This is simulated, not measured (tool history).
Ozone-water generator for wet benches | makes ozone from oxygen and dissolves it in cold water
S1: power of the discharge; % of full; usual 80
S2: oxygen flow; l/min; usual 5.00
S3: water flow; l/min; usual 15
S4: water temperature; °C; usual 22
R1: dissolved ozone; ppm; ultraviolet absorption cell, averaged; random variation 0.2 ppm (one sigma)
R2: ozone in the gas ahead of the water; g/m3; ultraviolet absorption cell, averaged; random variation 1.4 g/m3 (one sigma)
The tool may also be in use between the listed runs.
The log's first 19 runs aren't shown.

run 20 hour=533.4 | S1=42 S2=5.00 S3=19 S4=22 | R1=15.3 R2=180.0
run 21 hour=551.6 | S1=42 S2=7.78 S3=19 S4=29 | R1=13.8 R2=151.0
run 22 hour=578.2 | S1=44 S2=5.40 S3=10 S4=19 | R1=27.9 R2=180.3
run 23 hour=601.8 | S1=91 S2=5.40 S3=10 S4=19 | R1=42.8 R2=271.0
run 24 hour=618.6 | S1=91 S2=3.22 S3=15 S4=22 | R1=28.0 R2=334.0
run 25 hour=643.5 | S1=91 S2=3.22 S3=15 S4=22 | R1=27.9 R2=331.6
run 26 hour=660.1 | S1=80 S2=5.28 S3=23 S4=25 | R1=17.6 R2=254.1
run 27 hour=681.6 | S1=43 S2=6.90 S3=15 S4=22 | R1=19.3 R2=160.7
run 28 hour=711.9 | S1=50 S2=6.90 S3=16 S4=22 | R1=20.0 R2=176.4
run 29 hour=739.1 | S1=50 S2=6.90 S3=16 S4=22 | R1=19.8 R2=175.0
run 30 hour=772.3 | S1=61 S2=5.00 S3=10 S4=24 | R1=30.1 R2=221.5
run 31 hour=794.6 | S1=57 S2=5.00 S3=15 S4=26 | R1=21.0 R2=211.6
run 32 hour=814.0 | S1=92 S2=5.00 S3=15 S4=22 | R1=29.4 R2=278.5

Forecast each of these 3 alternatives for the next run:
run A hour=846.3 | S1=80 S2=5.00 S3=9 S4=17 | R1=? R2=?
run B hour=846.3 | S1=96 S2=5.00 S3=12 S4=16 | R1=? R2=?
run C hour=846.3 | S1=76 S2=5.00 S3=15 S4=22 | R1=? R2=?

run=A R1=43.8 R2=258.1
run=B R1=40.2 R2=286.0
run=C R1=26.5 R2=251.5
Without the tool's hidden state the same runs would have given:
run=A R1=46.6 R2=266.8
run=B R1=43.1 R2=296.7
run=C R1=28.5 R2=259.8
